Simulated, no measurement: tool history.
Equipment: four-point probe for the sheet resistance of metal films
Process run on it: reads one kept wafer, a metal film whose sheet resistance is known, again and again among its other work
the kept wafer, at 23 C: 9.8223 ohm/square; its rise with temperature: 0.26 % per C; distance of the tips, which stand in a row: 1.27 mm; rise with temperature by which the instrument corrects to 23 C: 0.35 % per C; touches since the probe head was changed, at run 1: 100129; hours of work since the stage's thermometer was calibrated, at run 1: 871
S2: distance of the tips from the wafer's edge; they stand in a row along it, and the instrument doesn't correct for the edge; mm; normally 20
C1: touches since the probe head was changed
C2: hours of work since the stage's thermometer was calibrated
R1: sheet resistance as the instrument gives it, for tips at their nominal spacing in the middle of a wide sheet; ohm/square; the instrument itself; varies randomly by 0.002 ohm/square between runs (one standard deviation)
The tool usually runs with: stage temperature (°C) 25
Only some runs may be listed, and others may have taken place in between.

{"run": 1, "hour": 0.0, "stage temperature (°C)": 25, "S2": 20, "C1": 100129, "C2": 871, "R1": 9.770093}
{"run": 2, "hour": 28.2, "stage temperature (°C)": 25, "S2": 56, "C1": 101234, "C2": 892, "R1": 9.750038}
{"run": 3, "hour": 90.2, "stage temperature (°C)": 31, "S2": 20, "C1": 103659, "C2": 938, "R1": 9.716858}
{"run": 4, "hour": 144.6, "stage temperature (°C)": 19, "S2": 20, "C1": 105791, "C2": 979, "R1": 9.814119}
{"run": 5, "hour": 190.8, "stage temperature (°C)": 19, "S2": 20, "C1": 107600, "C2": 1014, "R1": 9.814862}
{"run": 6, "hour": 229.0, "stage temperature (°C)": 19, "S2": 20, "C1": 109092, "C2": 1042, "R1": 9.813132}
{"run": 7, "hour": 271.4, "stage temperature (°C)": 19, "S2": 20, "C1": 110754, "C2": 1074, "R1": 9.806434}
{"run": 8, "hour": 305.2, "stage temperature (°C)": 19, "S2": 20, "C1": 112077, "C2": 1099, "R1": 9.808875}
{"run": 9, "hour": 356.1, "stage temperature (°C)": 19, "S2": 20, "C1": 114069, "C2": 1137, "R1": 9.811272}
{"hour": 360.4, "done": "new probe head fitted"}
{"run": 10, "hour": 416.0, "stage temperature (°C)": 19, "S2": 20, "C1": 2178, "C2": 1182, "R1": 9.912972}
{"run": 11, "hour": 476.3, "stage temperature (°C)": 19, "S2": 20, "C1": 4538, "C2": 1227, "R1": 9.911065}
{"run": 12, "hour": 533.4, "stage temperature (°C)": 19, "S2": 20, "C1": 6771, "C2": 1269, "R1": 9.912013}
{"run": 13, "hour": 583.0, "stage temperature (°C)": 19, "S2": 20, "C1": 8715, "C2": 1307, "R1": 9.914338}
{"run": 14, "hour": 609.8, "stage temperature (°C)": 19, "S2": 20, "C1": 9762, "C2": 1327, "R1": 9.907895}
{"run": 15, "hour": 641.5, "stage temperature (°C)": 24, "S2": 20, "C1": 11004, "C2": 1350, "R1": 9.868907}
{"run": 16, "hour": 701.4, "stage temperature (°C)": 19, "S2": 20, "C1": 13348, "C2": 1395, "R1": 9.907852}
{"run": 17, "hour": 734.5, "stage temperature (°C)": 19, "S2": 20, "C1": 14645, "C2": 1420, "R1": 9.906606}
{"run": 18, "hour": 764.7, "stage temperature (°C)": 25, "S2": 66, "C1": 15827, "C2": 1443, "R1": 9.8353}
{"run": 19, "hour": 810.2, "stage temperature (°C)": 25, "S2": 66, "C1": 17606, "C2": 1477, "R1": 9.835038}
{"run": 20, "hour": 857.5, "stage temperature (°C)": 25, "S2": 17, "C1": 19459, "C2": 1512, "R1": 9.8615}
{"run": 21, "hour": 915.9, "stage temperature (°C)": 25, "S2": 17, "C1": 21748, "C2": 1556, "R1": 9.862452}
{"run": 22, "hour": 943.4, "stage temperature (°C)": 25, "S2": 17, "C1": 22821, "C2": 1577, "R1": 9.861768}
{"hour": 949.7, "done": "stage's thermometer calibrated"}
{"run": 23, "hour": 978.7, "stage temperature (°C)": 22, "S2": 14, "C1": 24186, "C2": 22, "R1": 9.897131}

Run 24, settings as shown, results not yet in. Your forecast:
{"run": 24, "hour": 1034.4, "stage temperature (°C)": 24, "S2": 4, "C1": 26364, "C2": 63, "R1": "?"}

R1: 10.336382 ohm/square
With the hidden condition absent and the run-to-run variation left alone, this run would have shown R1 10.316454 ohm/square.
